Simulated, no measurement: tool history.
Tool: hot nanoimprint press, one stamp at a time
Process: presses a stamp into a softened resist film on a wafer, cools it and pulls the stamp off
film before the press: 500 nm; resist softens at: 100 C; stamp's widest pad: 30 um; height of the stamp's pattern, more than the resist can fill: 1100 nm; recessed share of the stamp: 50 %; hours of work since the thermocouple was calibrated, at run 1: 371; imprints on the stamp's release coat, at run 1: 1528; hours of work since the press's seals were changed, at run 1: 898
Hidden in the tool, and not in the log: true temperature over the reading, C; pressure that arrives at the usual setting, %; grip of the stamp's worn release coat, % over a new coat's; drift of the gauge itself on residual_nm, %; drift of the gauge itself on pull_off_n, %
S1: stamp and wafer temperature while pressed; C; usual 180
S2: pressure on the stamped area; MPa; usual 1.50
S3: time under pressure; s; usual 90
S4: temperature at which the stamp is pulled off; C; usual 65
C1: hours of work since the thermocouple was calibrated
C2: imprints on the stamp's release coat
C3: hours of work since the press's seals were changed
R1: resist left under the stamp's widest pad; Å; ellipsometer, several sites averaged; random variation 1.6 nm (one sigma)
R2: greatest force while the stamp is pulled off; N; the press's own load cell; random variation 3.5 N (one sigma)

{"run": 1, "hour": 0.0, "S1": 180, "S2": 1.5, "S3": 90, "S4": 65, "C1": 371, "C2": 1528, "C3": 898, "R1": 2784, "R2": 238}
{"run": 2, "hour": 39.6, "S1": 180, "S2": 1.5, "S3": 102, "S4": 65, "C1": 389, "C2": 1612, "C3": 917, "R1": 2660, "R2": 236}
{"hour": 80.0, "done": "stamp cleaned and given a new release coat"}
{"run": 3, "hour": 97.7, "S1": 180, "S2": 1.5, "S3": 102, "S4": 65, "C1": 414, "C2": 37, "C3": 941, "R1": 2693, "R2": 177}
{"run": 4, "hour": 157.2, "S1": 180, "S2": 1.5, "S3": 102, "S4": 65, "C1": 442, "C2": 164, "C3": 969, "R1": 2734, "R2": 180}
{"hour": 198.3, "done": "plate thermocouple calibrated"}
{"run": 5, "hour": 215.7, "S1": 180, "S2": 1.5, "S3": 90, "S4": 73, "C1": 8, "C2": 282, "C3": 995, "R1": 2611, "R2": 141}
{"run": 6, "hour": 258.1, "S1": 180, "S2": 1.5, "S3": 90, "S4": 58, "C1": 28, "C2": 373, "C3": 1014, "R1": 2585, "R2": 217}
{"run": 7, "hour": 310.5, "S1": 180, "S2": 1.5, "S3": 90, "S4": 58, "C1": 52, "C2": 485, "C3": 1039, "R1": 2615, "R2": 211}
{"run": 8, "hour": 342.4, "S1": 180, "S2": 1.5, "S3": 90, "S4": 58, "C1": 67, "C2": 553, "C3": 1054, "R1": 2621, "R2": 223}
{"run": 9, "hour": 374.2, "S1": 180, "S2": 1.5, "S3": 90, "S4": 58, "C1": 82, "C2": 620, "C3": 1069, "R1": 2631, "R2": 228}
{"run": 10, "hour": 418.4, "S1": 180, "S2": 1.5, "S3": 90, "S4": 58, "C1": 103, "C2": 714, "C3": 1089, "R1": 2647, "R2": 226}
{"run": 11, "hour": 462.9, "S1": 175, "S2": 1.5, "S3": 90, "S4": 65, "C1": 123, "C2": 809, "C3": 1110, "R1": 3217, "R2": 195}
{"run": 12, "hour": 498.8, "S1": 175, "S2": 1.5, "S3": 90, "S4": 65, "C1": 140, "C2": 886, "C3": 1127, "R1": 3249, "R2": 203}
{"run": 13, "hour": 552.2, "S1": 180, "S2": 1.5, "S3": 90, "S4": 65, "C1": 165, "C2": 1000, "C3": 1152, "R1": 2701, "R2": 212}
{"run": 14, "hour": 587.7, "S1": 180, "S2": 1.84, "S3": 90, "S4": 65, "C1": 181, "C2": 1076, "C3": 1168, "R1": 2491, "R2": 219}
{"run": 15, "hour": 630.6, "S1": 180, "S2": 1.5, "S3": 90, "S4": 65, "C1": 201, "C2": 1167, "C3": 1188, "R1": 2678, "R2": 221}
{"run": 16, "hour": 661.8, "S1": 176, "S2": 2.01, "S3": 65, "S4": 65, "C1": 216, "C2": 1233, "C3": 1203, "R1": 3163, "R2": 225}
{"run": 17, "hour": 705.7, "S1": 180, "S2": 1.78, "S3": 90, "S4": 65, "C1": 236, "C2": 1327, "C3": 1223, "R1": 2571, "R2": 225}
{"run": 18, "hour": 746.5, "S1": 180, "S2": 1.78, "S3": 90, "S4": 65, "C1": 255, "C2": 1414, "C3": 1242, "R1": 2568, "R2": 224}
{"run": 19, "hour": 795.7, "S1": 180, "S2": 1.11, "S3": 90, "S4": 52, "C1": 278, "C2": 1519, "C3": 1265, "R1": 3063, "R2": 308}
{"run": 20, "hour": 849.8, "S1": 180, "S2": 1.11, "S3": 90, "S4": 52, "C1": 304, "C2": 1634, "C3": 1290, "R1": 3055, "R2": 315}
{"hour": 876.3, "done": "stamp cleaned and given a new release coat"}
{"run": 21, "hour": 884.4, "S1": 180, "S2": 1.11, "S3": 90, "S4": 52, "C1": 317, "C2": 17, "C3": 1304, "R1": 3022, "R2": 231}
{"run": 22, "hour": 938.7, "S1": 180, "S2": 1.11, "S3": 90, "S4": 52, "C1": 342, "C2": 133, "C3": 1329, "R1": 3047, "R2": 233}
{"run": 23, "hour": 990.8, "S1": 180, "S2": 1.11, "S3": 90, "S4": 52, "C1": 367, "C2": 244, "C3": 1353, "R1": 3080, "R2": 249}
{"run": 24, "hour": 1020.2, "S1": 180, "S2": 1.46, "S3": 64, "S4": 69, "C1": 380, "C2": 307, "C3": 1367, "R1": 3159, "R2": 169}
{"hour": 1043.2, "done": "press's hydraulic seals changed and the load cell set to zero"}
{"run": 25, "hour": 1071.6, "S1": 180, "S2": 1.56, "S3": 64, "S4": 61, "C1": 400, "C2": 399, "C3": 13, "R1": 2941, "R2": 217}
{"run": 26, "hour": 1097.1, "S1": 180, "S2": 1.5, "S3": 47, "S4": 72, "C1": 412, "C2": 454, "C3": 25, "R1": 3290, "R2": 165}
{"run": 27, "hour": 1131.1, "S1": 180, "S2": 1.5, "S3": 47, "S4": 72, "C1": 428, "C2": 526, "C3": 41, "R1": 3317, "R2": 168}
{"hour": 1197.8, "done": "plate thermocouple calibrated"}
{"run": 28, "hour": 1197.8, "S1": 180, "S2": 1.5, "S3": 47, "S4": 72, "C1": 0, "C2": 662, "C3": 71, "R1": 3102, "R2": 157}
{"run": 29, "hour": 1250.7, "S1": 180, "S2": 1.5, "S3": 47, "S4": 72, "C1": 25, "C2": 775, "C3": 95, "R1": 3115, "R2": 167}

3 ways to go on from here, each from the tool as it stands after run 29. What would each give?
{"run": "A", "hour": 1310.2, "S1": 180, "S2": 1.5, "S3": 63, "S4": 67, "C1": 52, "C2": 901, "C3": 123, "R1": "?", "R2": "?"}
{"run": "B", "hour": 1310.2, "S1": 180, "S2": 1.5, "S3": 81, "S4": 60, "C1": 52, "C2": 901, "C3": 123, "R1": "?", "R2": "?"}
{"run": "C", "hour": 1310.2, "S1": 174, "S2": 0.94, "S3": 67, "S4": 72, "C1": 52, "C2": 901, "C3": 123, "R1": "?", "R2": "?"}

run=A R1=2861 R2=199
run=B R1=2606 R2=232
run=C R1=3890 R2=167
Without the tool's hidden state the same runs would have given:
run=A R1=2850 R2=165
run=B R1=2596 R2=191
run=C R1=3882 R2=138

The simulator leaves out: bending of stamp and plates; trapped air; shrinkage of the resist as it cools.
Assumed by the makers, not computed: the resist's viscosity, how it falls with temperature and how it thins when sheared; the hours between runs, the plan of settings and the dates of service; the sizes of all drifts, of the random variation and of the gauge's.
